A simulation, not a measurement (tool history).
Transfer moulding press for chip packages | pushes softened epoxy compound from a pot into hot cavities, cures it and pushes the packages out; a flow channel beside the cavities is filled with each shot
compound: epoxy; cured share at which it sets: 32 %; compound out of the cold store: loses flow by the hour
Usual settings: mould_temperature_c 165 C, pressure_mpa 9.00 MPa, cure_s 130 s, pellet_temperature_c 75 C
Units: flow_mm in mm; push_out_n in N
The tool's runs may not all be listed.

run,hour,mould_temperature_c,pressure_mpa,cure_s,pellet_temperature_c,incoming compound's hours out of the cold store,flow_mm,push_out_n
1,0.0,165,9.00,130,75,15.6,958,493
2,9.1,165,9.00,148,75,37.5,839,464
3,16.6,165,9.00,148,75,11.3,962,485
4,24.3,165,9.00,148,75,42.2,817,520
5,29.0,165,9.00,130,74,37.8,847,553
6,33.4,165,9.00,130,75,9.5,965,575
7,40.1,172,9.00,130,75,10.3,931,505
8,48.2,172,9.00,130,75,20.0,893,521
9,56.7,172,9.00,130,75,23.6,862,522
10,61.3,172,9.00,130,75,15.8,902,544
11,67.5,158,9.00,130,75,14.2,982,985
12,73.6,158,9.00,130,75,10.9,990,997
13,78.3,158,9.00,130,75,30.2,890,913
14,85.3,158,9.00,130,75,28.3,913,953
# hour 92.5: cavities cleaned with cleaning compound and waxed
15,94.7,170,10.92,130,75,30.3,931,403
# hour 97.5: mould's thermocouples calibrated
16,104.3,167,10.92,118,75,11.5,1023,501
17,113.2,161,9.11,145,78,15.5,966,516
18,119.0,158,9.62,130,77,18.1,973,777
19,126.8,157,9.00,114,82,26.3,911,1101
20,135.7,166,9.00,166,82,39.8,809,493
21,141.0,172,9.00,130,66,16.1,897,520
# hour 150.8: mould's thermocouples calibrated, once more
22,151.0,166,9.37,162,83,13.1,956,527
23,155.7,162,7.02,162,83,11.7,841,542
24,160.9,171,10.63,131,67,35.6,885,521
25,170.1,171,10.63,131,67,28.3,917,539
26,178.4,161,10.63,131,67,15.5,1034,742

Forecast each of these 3 alternatives for the next run:
A,186.5,168,10.63,160,81,30.1,?,?
B,186.5,165,9.00,122,75,17.9,?,?
C,186.5,161,6.89,131,67,46.4,?,?

run,flow_mm,push_out_n
A,911,551
B,912,661
C,699,710
Without the tool's hidden state the same runs would have given:
run,flow_mm,push_out_n
A,977,369
B,978,447
C,750,482
